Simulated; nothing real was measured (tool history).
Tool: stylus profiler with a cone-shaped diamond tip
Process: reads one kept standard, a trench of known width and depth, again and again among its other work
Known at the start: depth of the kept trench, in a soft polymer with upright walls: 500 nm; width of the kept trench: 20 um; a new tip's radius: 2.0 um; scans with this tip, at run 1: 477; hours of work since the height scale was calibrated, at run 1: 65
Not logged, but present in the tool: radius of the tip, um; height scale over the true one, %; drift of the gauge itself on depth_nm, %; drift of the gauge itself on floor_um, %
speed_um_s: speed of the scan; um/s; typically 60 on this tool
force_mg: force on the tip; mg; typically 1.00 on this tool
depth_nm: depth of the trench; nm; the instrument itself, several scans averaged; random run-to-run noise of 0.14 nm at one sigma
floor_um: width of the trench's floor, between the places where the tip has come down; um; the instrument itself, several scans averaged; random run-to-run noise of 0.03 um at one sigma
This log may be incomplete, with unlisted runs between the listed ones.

run	hour	speed_um_s	force_mg	scans with this tip	hours of work since the height scale was calibrated	depth_nm	floor_um
1	0.0	60	1.00	477	65	504.47	16.68
2	16.8	60	1.00	562	77	504.40	16.74
3	37.5	42	1.00	666	91	504.16	16.90
4	65.9	42	1.00	811	111	504.25	16.90
5	89.4	60	1.00	929	127	504.33	16.68
6	114.3	60	0.38	1056	145	502.04	16.28
7	140.1	60	1.96	1187	163	507.00	16.92
8	155.9	60	1.96	1266	174	506.99	16.88
9	172.1	60	1.96	1349	185	506.81	16.87
10	193.1	60	1.96	1455	199	506.71	16.86
11	219.9	60	1.00	1590	218	504.09	16.66
12	252.0	60	1.00	1753	240	504.24	16.64
13	275.9	60	1.00	1874	257	504.08	16.67
14	308.8	60	1.00	2041	280	504.25	16.69
15	323.7	60	1.00	2116	290	503.90	16.66
16	350.5	60	1.00	2252	309	504.11	16.56
17	372.9	63	0.56	2366	324	502.49	16.41
18	401.3	60	0.37	2509	344	501.63	16.21
19	434.9	60	0.37	2680	367	501.68	16.21
20	461.9	41	0.41	2816	386	501.59	16.59
# hour 464.4: height scale calibrated on a step standard
21	480.0	41	0.41	2906	11	501.87	16.60
22	502.4	41	0.41	3019	26	501.54	16.58
23	524.2	27	1.23	3130	42	504.20	16.98
24	549.8	19	1.25	3260	59	504.55	17.08
25	573.3	19	1.25	3379	76	504.64	17.06
26	598.6	54	0.46	3507	93	501.99	16.39
27	621.4	60	0.36	3622	109	501.27	16.11
28	642.6	20	0.82	3729	124	502.97	17.01
# hour 659.8: height scale calibrated on a step standard, once more
29	664.8	20	0.82	3839	3	504.12	17.01

Forecast each of these 3 alternatives for the next run:
A	690.8	125	0.97	3971	22	?	?
B	690.8	24	0.96	3971	22	?	?
C	690.8	72	0.39	3971	22	?	?

run	depth_nm	floor_um
A	504.54	15.92
B	504.55	16.93
C	502.47	16.04
What these runs would have given with no unlogged condition in the tool:
run	depth_nm	floor_um
A	504.56	16.06
B	504.56	17.07
C	502.49	16.17
